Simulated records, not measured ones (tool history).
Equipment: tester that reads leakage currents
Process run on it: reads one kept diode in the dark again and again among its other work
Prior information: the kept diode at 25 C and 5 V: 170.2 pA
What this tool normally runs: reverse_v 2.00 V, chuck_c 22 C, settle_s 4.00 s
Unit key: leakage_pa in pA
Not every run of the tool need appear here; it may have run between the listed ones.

run,hour,reverse_v,chuck_c,settle_s,leakage_pa
1,0.0,2.00,22,4.00,102.85
2,68.0,2.00,22,4.00,103.75
3,144.4,1.02,22,4.00,83.23
4,218.6,2.00,22,4.00,103.97
5,289.1,2.00,22,1.76,104.55
6,330.8,4.69,22,4.00,139.46
7,379.4,4.69,22,4.00,140.17
8,448.8,4.69,22,4.00,140.38
9,508.7,3.44,22,4.00,126.83
10,563.6,3.44,22,4.00,126.60
# hour 610.3: probe card cleaned and baked
11,641.7,2.00,22,1.58,101.97
12,694.4,2.00,22,1.58,102.47
13,727.4,2.00,22,1.58,103.19
14,766.5,3.22,22,1.58,120.23
15,807.8,8.00,22,4.00,159.79
16,866.4,8.00,22,4.00,159.35
17,931.1,2.00,22,4.00,103.16
18,997.0,2.00,22,4.00,103.32
19,1062.8,2.00,22,4.00,103.59
20,1138.1,5.23,22,4.00,140.46
21,1212.4,5.23,22,4.00,141.68
22,1269.1,16.86,28,6.36,325.83
23,1315.2,4.55,32,1.57,288.60
24,1381.4,16.51,37,1.44,630.61
25,1456.9,16.51,35,4.02,547.75
26,1527.3,16.51,35,4.02,547.98
27,1586.4,14.41,22,7.28,199.32
28,1631.7,14.41,22,7.28,200.09
29,1708.3,14.41,22,7.28,201.22
30,1776.2,3.35,20,0.46,109.15
31,1841.0,19.24,46,1.44,1246.53
32,1902.9,19.24,46,1.44,1255.59
33,1978.6,19.24,46,1.44,1260.40
34,2040.7,19.24,41,1.44,892.71
35,2075.3,19.24,41,1.44,901.42
36,2149.6,19.24,41,1.44,900.35
37,2206.6,19.24,41,1.44,903.09
38,2259.9,8.11,41,1.44,684.74
39,2305.6,8.11,41,1.44,690.62
40,2376.0,12.08,41,2.18,779.25
41,2415.6,11.89,60,0.69,2710.56

Per-run results on a tool with no hidden state, each run keeping its own random variation:
Hidden state present: stray current of the dirty probe card, pA a volt; current scale over the true one, %; true chuck temperature over the reading, C; drift of the gauge itself on leakage_pa, %.
run,leakage_pa
1,100.83
2,101.47
3,82.09
4,101.16
5,101.48
6,131.92
7,132.34
8,132.18
9,120.45
10,120.00
11,101.10
12,101.41
13,101.99
14,118.63
15,157.16
16,156.31
17,101.24
18,101.16
19,101.21
20,136.41
21,137.19
22,313.91
23,280.10
24,609.49
25,527.20
26,526.05
27,187.69
28,187.98
29,188.24
30,103.51
31,1193.19
32,1199.58
33,1201.37
34,845.76
35,852.97
36,849.93
37,850.90
38,647.58
39,652.20
40,732.62
41,2576.19
